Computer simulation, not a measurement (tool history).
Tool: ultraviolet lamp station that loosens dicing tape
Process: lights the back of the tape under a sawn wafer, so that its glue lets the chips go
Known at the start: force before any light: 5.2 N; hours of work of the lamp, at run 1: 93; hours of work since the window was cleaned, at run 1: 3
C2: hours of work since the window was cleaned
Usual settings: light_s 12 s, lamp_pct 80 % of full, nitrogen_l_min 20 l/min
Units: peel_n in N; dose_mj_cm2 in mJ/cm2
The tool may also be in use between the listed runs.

Run 1, hour 0: usual settings; hours of work of the lamp 93; C2 3. Result: peel_n 0.453 N, dose_mj_cm2 469 mJ/cm2.
Run 2, hour 30.8: usual settings; hours of work of the lamp 111; C2 21. Result: peel_n 0.469 N, dose_mj_cm2 460 mJ/cm2.
Run 3, hour 58.1: usual settings; hours of work of the lamp 126; C2 37. Result: peel_n 0.472 N, dose_mj_cm2 452 mJ/cm2.
Run 4, hour 95.3: usual settings; hours of work of the lamp 148; C2 58. Result: peel_n 0.5 N, dose_mj_cm2 452 mJ/cm2.
Run 5, hour 129.3: usual settings; hours of work of the lamp 168; C2 78. Result: peel_n 0.489 N, dose_mj_cm2 439 mJ/cm2.
Run 6, hour 146.9: usual settings but light_s 7 s, lamp_pct 68 % of full, nitrogen_l_min 35 l/min; hours of work of the lamp 178; C2 88. Result: peel_n 1.171 N, dose_mj_cm2 219 mJ/cm2.
Run 7, hour 174.7: usual settings but light_s 7 s, lamp_pct 68 % of full, nitrogen_l_min 35 l/min; hours of work of the lamp 194; C2 104. Result: peel_n 1.215 N, dose_mj_cm2 214 mJ/cm2.
At hour 178: window cleaned of glue's vapour.
Run 8, hour 203.4: usual settings but light_s 9 s, lamp_pct 91 % of full, nitrogen_l_min 22 l/min; hours of work of the lamp 210; C2 15. Result: peel_n 0.684 N, dose_mj_cm2 362 mJ/cm2.
Run 9, hour 224.8: usual settings but light_s 9 s, lamp_pct 93 % of full, nitrogen_l_min 22 l/min; hours of work of the lamp 223; C2 27. Result: peel_n 0.65 N, dose_mj_cm2 369 mJ/cm2.
At hour 235: window cleaned of glue's vapour, once more.
Run 10, hour 254.4: usual settings but light_s 19 s, lamp_pct 84 % of full, nitrogen_l_min 11 l/min; hours of work of the lamp 240; C2 11. Result: peel_n 0.32 N, dose_mj_cm2 718 mJ/cm2.

Hidden state at the last listed run before each entry between runs and at the first one after, where it differs:
Between runs 7 and 8: window cleaned of glue's vapour (hour 178)
  lamp's light, % of a new lamp's: 88.2 -> 87.5; light that the window lets through, % of a clean one's: 98 -> 96.4
  measured less the result without the state, peel_n: +0.235 -> +0.187 N; dose_mj_cm2: -34 -> -67 mJ/cm2
Between runs 9 and 10: window cleaned of glue's vapour, once more (hour 235)
  lamp's light, % of a new lamp's: 86.9 -> 86.2; light that the window lets through, % of a clean one's: 96.2 -> 99.1
  measured less the result without the state, peel_n: +0.187 -> +0.083 N; dose_mj_cm2: -71 -> -122 mJ/cm2
